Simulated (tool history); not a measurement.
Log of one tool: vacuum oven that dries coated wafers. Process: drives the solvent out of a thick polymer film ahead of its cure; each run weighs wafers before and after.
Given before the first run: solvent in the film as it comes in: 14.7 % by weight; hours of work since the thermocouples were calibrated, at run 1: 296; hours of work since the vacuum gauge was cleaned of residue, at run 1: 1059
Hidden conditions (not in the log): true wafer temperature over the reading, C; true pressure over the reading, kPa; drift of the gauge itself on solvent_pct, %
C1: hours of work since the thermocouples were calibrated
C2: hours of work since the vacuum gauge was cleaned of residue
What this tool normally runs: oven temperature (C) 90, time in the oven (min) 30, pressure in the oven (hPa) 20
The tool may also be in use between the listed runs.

run 1 hour=0 | oven_temperature_(C)=90 time_in_the_oven_(min)=30 pressure_in_the_oven_(hPa)=20 | C1=296 C2=1059 | solvent_left_in_the_film_(%)=2.13
run 2 hour=75.5 | oven_temperature_(C)=90 time_in_the_oven_(min)=30 pressure_in_the_oven_(hPa)=20 | C1=332 C2=1096 | solvent_left_in_the_film_(%)=2.14
run 3 hour=146.1 | oven_temperature_(C)=90 time_in_the_oven_(min)=30 pressure_in_the_oven_(hPa)=20 | C1=366 C2=1130 | solvent_left_in_the_film_(%)=2.16
run 4 hour=207.8 | oven_temperature_(C)=90 time_in_the_oven_(min)=30 pressure_in_the_oven_(hPa)=20 | C1=396 C2=1160 | solvent_left_in_the_film_(%)=2.12
run 5 hour=286.2 | oven_temperature_(C)=90 time_in_the_oven_(min)=30 pressure_in_the_oven_(hPa)=20 | C1=434 C2=1198 | solvent_left_in_the_film_(%)=2.13
run 6 hour=327.8 | oven_temperature_(C)=90 time_in_the_oven_(min)=30 pressure_in_the_oven_(hPa)=20 | C1=454 C2=1218 | solvent_left_in_the_film_(%)=2.13
run 7 hour=388.5 | oven_temperature_(C)=90 time_in_the_oven_(min)=30 pressure_in_the_oven_(hPa)=20 | C1=483 C2=1247 | solvent_left_in_the_film_(%)=2.11
run 8 hour=468.2 | oven_temperature_(C)=90 time_in_the_oven_(min)=46 pressure_in_the_oven_(hPa)=20 | C1=522 C2=1286 | solvent_left_in_the_film_(%)=1.63
run 9 hour=524.7 | oven_temperature_(C)=90 time_in_the_oven_(min)=46 pressure_in_the_oven_(hPa)=20 | C1=549 C2=1313 | solvent_left_in_the_film_(%)=1.62
run 10 hour=600 | oven_temperature_(C)=90 time_in_the_oven_(min)=46 pressure_in_the_oven_(hPa)=20 | C1=586 C2=1350 | solvent_left_in_the_film_(%)=1.59
run 11 hour=670.4 | oven_temperature_(C)=90 time_in_the_oven_(min)=46 pressure_in_the_oven_(hPa)=20 | C1=620 C2=1384 | solvent_left_in_the_film_(%)=1.67
run 12 hour=707.4 | oven_temperature_(C)=90 time_in_the_oven_(min)=30 pressure_in_the_oven_(hPa)=79.7 | C1=638 C2=1402 | solvent_left_in_the_film_(%)=5.67
run 13 hour=740.4 | oven_temperature_(C)=90 time_in_the_oven_(min)=30 pressure_in_the_oven_(hPa)=41.3 | C1=654 C2=1417 | solvent_left_in_the_film_(%)=3.39
-- hour=765 oven's thermocouples calibrated
run 14 hour=809.4 | oven_temperature_(C)=90 time_in_the_oven_(min)=30 pressure_in_the_oven_(hPa)=41.3 | C1=21 C2=1450 | solvent_left_in_the_film_(%)=3.58
run 15 hour=887.9 | oven_temperature_(C)=90 time_in_the_oven_(min)=30 pressure_in_the_oven_(hPa)=23.2 | C1=59 C2=1488 | solvent_left_in_the_film_(%)=2.5
run 16 hour=923.8 | oven_temperature_(C)=90 time_in_the_oven_(min)=30 pressure_in_the_oven_(hPa)=23.2 | C1=77 C2=1505 | solvent_left_in_the_film_(%)=2.47
run 17 hour=1001.4 | oven_temperature_(C)=75 time_in_the_oven_(min)=19 pressure_in_the_oven_(hPa)=55.7 | C1=114 C2=1543 | solvent_left_in_the_film_(%)=10.4
run 18 hour=1051.7 | oven_temperature_(C)=93 time_in_the_oven_(min)=35 pressure_in_the_oven_(hPa)=13.8 | C1=139 C2=1567 | solvent_left_in_the_film_(%)=1.28
run 19 hour=1114.3 | oven_temperature_(C)=93 time_in_the_oven_(min)=35 pressure_in_the_oven_(hPa)=13.8 | C1=169 C2=1597 | solvent_left_in_the_film_(%)=1.26
run 20 hour=1160.3 | oven_temperature_(C)=94 time_in_the_oven_(min)=23 pressure_in_the_oven_(hPa)=11 | C1=191 C2=1620 | solvent_left_in_the_film_(%)=1.63
run 21 hour=1209.7 | oven_temperature_(C)=77 time_in_the_oven_(min)=52 pressure_in_the_oven_(hPa)=20 | C1=215 C2=1643 | solvent_left_in_the_film_(%)=4
run 22 hour=1264.9 | oven_temperature_(C)=93 time_in_the_oven_(min)=41 pressure_in_the_oven_(hPa)=11.2 | C1=242 C2=1670 | solvent_left_in_the_film_(%)=1.04
run 23 hour=1316.1 | oven_temperature_(C)=93 time_in_the_oven_(min)=41 pressure_in_the_oven_(hPa)=40.9 | C1=267 C2=1695 | solvent_left_in_the_film_(%)=2.75
run 24 hour=1361.5 | oven_temperature_(C)=93 time_in_the_oven_(min)=41 pressure_in_the_oven_(hPa)=40.9 | C1=289 C2=1717 | solvent_left_in_the_film_(%)=2.73
run 25 hour=1411.5 | oven_temperature_(C)=93 time_in_the_oven_(min)=18 pressure_in_the_oven_(hPa)=40.9 | C1=313 C2=1741 | solvent_left_in_the_film_(%)=3.97
run 26 hour=1486.5 | oven_temperature_(C)=93 time_in_the_oven_(min)=18 pressure_in_the_oven_(hPa)=54.6 | C1=349 C2=1777 | solvent_left_in_the_film_(%)=4.67
run 27 hour=1531.4 | oven_temperature_(C)=91 time_in_the_oven_(min)=29 pressure_in_the_oven_(hPa)=51.2 | C1=371 C2=1799 | solvent_left_in_the_film_(%)=4.01
run 28 hour=1611.5 | oven_temperature_(C)=104 time_in_the_oven_(min)=20 pressure_in_the_oven_(hPa)=32.6 | C1=409 C2=1838 | solvent_left_in_the_film_(%)=1.59
run 29 hour=1680.5 | oven_temperature_(C)=90 time_in_the_oven_(min)=51 pressure_in_the_oven_(hPa)=57 | C1=443 C2=1871 | solvent_left_in_the_film_(%)=4.06
run 30 hour=1744.6 | oven_temperature_(C)=86 time_in_the_oven_(min)=41 pressure_in_the_oven_(hPa)=12.4 | C1=474 C2=1902 | solvent_left_in_the_film_(%)=1.9

Here are 3 independent what-if runs from the current tool condition. What would each one return?
run A hour=1795.6 | oven_temperature_(C)=87 time_in_the_oven_(min)=30 pressure_in_the_oven_(hPa)=23.3 | C1=499 C2=1927 | solvent_left_in_the_film_(%)=?
run B hour=1795.6 | oven_temperature_(C)=90 time_in_the_oven_(min)=30 pressure_in_the_oven_(hPa)=41.3 | C1=499 C2=1927 | solvent_left_in_the_film_(%)=?
run C hour=1795.6 | oven_temperature_(C)=86 time_in_the_oven_(min)=37 pressure_in_the_oven_(hPa)=12.4 | C1=499 C2=1927 | solvent_left_in_the_film_(%)=?

run=A solvent_left_in_the_film_(%)=3.06
run=B solvent_left_in_the_film_(%)=3.55
run=C solvent_left_in_the_film_(%)=2.06
Without the tool's unlogged condition, the same runs would have read:
run=A solvent_left_in_the_film_(%)=2.8
run=B solvent_left_in_the_film_(%)=3.31
run=C solvent_left_in_the_film_(%)=1.75
